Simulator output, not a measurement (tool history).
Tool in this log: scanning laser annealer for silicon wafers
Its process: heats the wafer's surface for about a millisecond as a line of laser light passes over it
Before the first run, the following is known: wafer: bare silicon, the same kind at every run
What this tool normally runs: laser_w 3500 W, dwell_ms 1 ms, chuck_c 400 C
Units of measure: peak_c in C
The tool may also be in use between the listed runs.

| run | hour | laser_w | dwell_ms | chuck_c | peak_c |
|---|---|---|---|---|---|
| 1 | 0 | 3500 | 1 | 400 | 1136 |
| 2 | 11.2 | 3500 | 1 | 400 | 1139 |
| 3 | 31.1 | 3500 | 1 | 404 | 1137 |
| 4 | 52.3 | 3500 | 1 | 404 | 1138 |
| 5 | 68.8 | 3500 | 1 | 400 | 1137 |
| 6 | 80.3 | 3500 | 1 | 400 | 1137 |
| 7 | 89.8 | 3500 | 0.76 | 400 | 1054 |
| 8 | 110.9 | 3500 | 0.76 | 400 | 1050 |
| 9 | 126.6 | 3500 | 0.76 | 400 | 1049 |
| 10 | 146.1 | 3018 | 1 | 400 | 1008 |
| 11 | 167.9 | 3500 | 1 | 361 | 1093 |
| 12 | 187.5 | 3500 | 1 | 361 | 1089 |
| 13 | 196.9 | 3500 | 1 | 361 | 1092 |
| 14 | 211.1 | 3500 | 1 | 361 | 1090 |
| 15 | 231.7 | 3500 | 1.2 | 361 | 1151 |
|  | 236.5 | laser's power meter calibrated |
| 16 | 249.5 | 3500 | 1.2 | 361 | 1148 |
| 17 | 267 | 3500 | 1.2 | 361 | 1148 |
| 18 | 283.9 | 3314 | 1.2 | 361 | 1098 |
| 19 | 295.8 | 3314 | 1.2 | 361 | 1094 |
|  | 310.1 | laser's power meter calibrated, once more |
| 20 | 310.1 | 3500 | 1 | 400 | 1125 |
| 21 | 331.2 | 3500 | 1 | 400 | 1133 |
| 22 | 344.5 | 3739 | 0.97 | 400 | 1180 |
| 23 | 354.7 | 3470 | 1.11 | 400 | 1155 |
| 24 | 376.5 | 3500 | 1 | 393 | 1120 |
| 25 | 393.7 | 3178 | 1.12 | 400 | 1077 |
| 26 | 404.9 | 3021 | 1 | 400 | 1006 |
| 27 | 415.2 | 3021 | 1 | 400 | 1003 |
| 28 | 432.4 | 3021 | 1 | 400 | 1005 |
| 29 | 453.7 | 3500 | 0.77 | 430 | 1075 |
| 30 | 472.4 | 3500 | 0.77 | 430 | 1073 |
| 31 | 491 | 3500 | 0.77 | 430 | 1075 |
|  | 502.1 | window over the wafer cleaned |
| 32 | 507.5 | 3530 | 1.2 | 403 | 1226 |
| 33 | 527.6 | 3364 | 0.71 | 420 | 1037 |
| 34 | 547.9 | 3664 | 1.15 | 400 | 1242 |
| 35 | 557.2 | 2995 | 1 | 395 | 1017 |
| 36 | 570 | 2995 | 1 | 395 | 1012 |
| 37 | 583.1 | 3500 | 1.15 | 400 | 1198 |
| 38 | 593.1 | 3052 | 1.08 | 438 | 1091 |
| 39 | 614.4 | 3052 | 1.08 | 438 | 1089 |
| 40 | 634.9 | 3500 | 1.23 | 387 | 1204 |
| 41 | 653.1 | 3500 | 1.23 | 387 | 1203 |

A few steps of peak_c between consecutive runs. Split each: what settings, incoming material and random variation would produce without the hidden state, and what is left over for the hidden state, along with gauge scatter present in only one of the two compared results (measured, and without hidden state):
Unlogged tool condition in this case: light that passes the window, % of a clean one's; laser's true power over the reading, %; width of the line over the set one, %; drift of the gauge itself on peak_c, C.
Run 10 -> 11: laser_w 3018 -> 3500, chuck_c 400 -> 361. peak_c +85 C: hidden state -6, all else +91.
Run 19 -> 20: laser_w 3314 -> 3500, dwell_ms 1.2 -> 1, chuck_c 361 -> 400, laser's power meter calibrated, once more. peak_c +31 C: hidden state +6, all else +25.
Run 31 -> 32: laser_w 3500 -> 3530, dwell_ms 0.77 -> 1.2, chuck_c 430 -> 403, window over the wafer cleaned. peak_c +151 C: hidden state +27, all else +124.
Run 32 -> 33: laser_w 3530 -> 3364, dwell_ms 1.2 -> 0.71, chuck_c 403 -> 420. peak_c -189 C: hidden state +1, all else -190.
Run 33 -> 34: laser_w 3364 -> 3664, dwell_ms 0.71 -> 1.15, chuck_c 420 -> 400. peak_c +205 C: hidden state -4, all else +209.
Run 34 -> 35: laser_w 3664 -> 2995, dwell_ms 1.15 -> 1, chuck_c 400 -> 395. peak_c -225 C: hidden state +3, all else -228.
